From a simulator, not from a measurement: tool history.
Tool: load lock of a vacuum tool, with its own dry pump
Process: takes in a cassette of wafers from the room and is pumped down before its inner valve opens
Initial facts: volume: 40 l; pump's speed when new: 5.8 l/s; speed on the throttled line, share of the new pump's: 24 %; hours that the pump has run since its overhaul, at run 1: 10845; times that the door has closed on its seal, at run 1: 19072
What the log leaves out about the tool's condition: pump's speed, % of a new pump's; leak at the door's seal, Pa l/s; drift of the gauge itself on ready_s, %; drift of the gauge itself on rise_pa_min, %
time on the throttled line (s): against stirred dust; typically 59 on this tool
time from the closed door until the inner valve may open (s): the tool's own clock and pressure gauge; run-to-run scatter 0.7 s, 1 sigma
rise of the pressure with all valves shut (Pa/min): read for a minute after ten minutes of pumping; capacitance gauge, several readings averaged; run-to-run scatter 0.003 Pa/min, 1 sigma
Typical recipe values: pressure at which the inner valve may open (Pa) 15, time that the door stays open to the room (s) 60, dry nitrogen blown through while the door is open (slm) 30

run	hour	time on the throttled line (s)	pressure at which the inner valve may open (Pa)	time that the door stays open to the room (s)	dry nitrogen blown through while the door is open (slm)	hours that the pump has run since its overhaul	times that the door has closed on its seal	incoming humidity of the room's air, %	time from the closed door until the inner valve may open (s)	rise of the pressure with all valves shut (Pa/min)
1	0.0	59	15	60	30	10845	19072	45.7	108.6	0.154
2	401.7	59	15	60	30	11246	20761	45.1	109.1	0.173
3	1068.2	59	15	60	30	11913	23562	44.3	110.3	0.195
4	1382.7	59	15	60	30	12227	24884	42.2	110.0	0.210
5	1918.3	59	15	60	30	12763	27135	48.5	110.6	0.239
6	2527.3	92	15	43	30	13372	29695	44.1	134.4	0.272
7	2995.6	92	15	43	30	13840	31663	45.6	132.8	0.287
8	3315.3	92	15	43	30	14160	33007	44.9	134.2	0.300
9	3697.3	48	24	136	4	14542	34613	43.5	98.0	0.373
10	4219.6	66	15	60	30	15064	36808	43.3	116.5	0.363

Predict each of these 4 candidate next runs independently; none follows another, all start after run 10:
A	4522.6	43	15	68	5	15367	38081	46.0	?	?
B	4522.6	66	15	60	15	15367	38081	43.6	?	?
C	4522.6	59	29	194	30	15367	38081	43.4	?	?
D	4522.6	75	20	107	30	15367	38081	46.3	?	?

run	time from the closed door until the inner valve may open (s)	rise of the pressure with all valves shut (Pa/min)
A	98.5	0.413
B	116.4	0.394
C	106.0	0.396
D	120.1	0.393
Take away the tool's hidden state, keep each run's random variation, and the runs would have read:
run	time from the closed door until the inner valve may open (s)	rise of the pressure with all valves shut (Pa/min)
A	93.9	0.050
B	112.2	0.032
C	101.9	0.035
D	116.1	0.032
